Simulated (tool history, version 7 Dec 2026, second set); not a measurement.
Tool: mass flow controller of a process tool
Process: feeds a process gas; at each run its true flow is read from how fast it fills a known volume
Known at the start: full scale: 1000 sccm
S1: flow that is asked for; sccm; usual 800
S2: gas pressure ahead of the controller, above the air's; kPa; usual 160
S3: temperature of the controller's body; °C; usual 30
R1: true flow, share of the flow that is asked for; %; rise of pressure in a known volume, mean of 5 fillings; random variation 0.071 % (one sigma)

| run | hour | S1 | S2 | S3 | R1 |
|---|---|---|---|---|---|
| 1 | 0 | 800 | 160 | 30 | 97.68 |
| 2 | 367.2 | 356 | 160 | 30 | 95.56 |
| 3 | 634 | 356 | 160 | 30 | 95.45 |
| 4 | 1010.7 | 356 | 160 | 30 | 95.31 |
| 5 | 1265.2 | 800 | 174 | 30 | 97.02 |
| 6 | 1511.1 | 800 | 160 | 30 | 96.81 |
| 7 | 1847.7 | 800 | 160 | 30 | 96.62 |
| 8 | 2177.7 | 800 | 160 | 30 | 96.45 |
| 9 | 2500.4 | 800 | 160 | 30 | 96.19 |
| 10 | 2763.9 | 800 | 160 | 30 | 96.11 |
|  | 3016.8 | controller exchanged for a calibrated one |
| 11 | 3077.4 | 676 | 160 | 30 | 99.91 |
| 12 | 3500.6 | 800 | 160 | 30 | 99.97 |
| 13 | 3751.9 | 800 | 160 | 30 | 99.86 |
| 14 | 4004.6 | 800 | 160 | 30 | 99.69 |
| 15 | 4337.4 | 216 | 263 | 22 | 96.62 |
| 16 | 4563.1 | 410 | 150 | 25 | 98 |
| 17 | 4787.3 | 410 | 178 | 26 | 97.79 |
| 18 | 5154 | 173 | 178 | 21 | 95.77 |
| 19 | 5417.2 | 627 | 147 | 27 | 98.32 |
| 20 | 5806.5 | 627 | 147 | 27 | 98.14 |
| 21 | 6120.7 | 291 | 160 | 35 | 97.3 |
| 22 | 6354.9 | 800 | 226 | 30 | 98.39 |
| 23 | 6707.9 | 800 | 178 | 30 | 98.19 |
| 24 | 7147 | 479 | 226 | 23 | 96.26 |
| 25 | 7343.9 | 470 | 154 | 20 | 95.97 |
| 26 | 7738.2 | 716 | 263 | 33 | 97.45 |
| 27 | 8133.3 | 800 | 228 | 30 | 97.3 |
| 28 | 8487.7 | 800 | 160 | 32 | 97.5 |

Hidden state or all else? Some run-to-run changes of R1, split into what the settings, what came in and random variation would give without the hidden state, and what is left for the hidden state (with any gauge scatter that isn't in both results):
The hidden state here: flow at rest that the sensor doesn't see, % of full scale; true flow over the shown one, %; drift of the gauge itself on true_pct, %.
Run 10 -> 11: S1 800 -> 676, controller exchanged for a calibrated one. R1 +3.8 %: hidden state +3.96, all else -0.16.
Run 14 -> 15: S1 800 -> 216, S2 160 -> 263, S3 30 -> 22. R1 -3.07 %: hidden state -0.78, all else -2.29.
Run 17 -> 18: S1 410 -> 173, S3 26 -> 21. R1 -2.02 %: hidden state -1.15, all else -0.87.
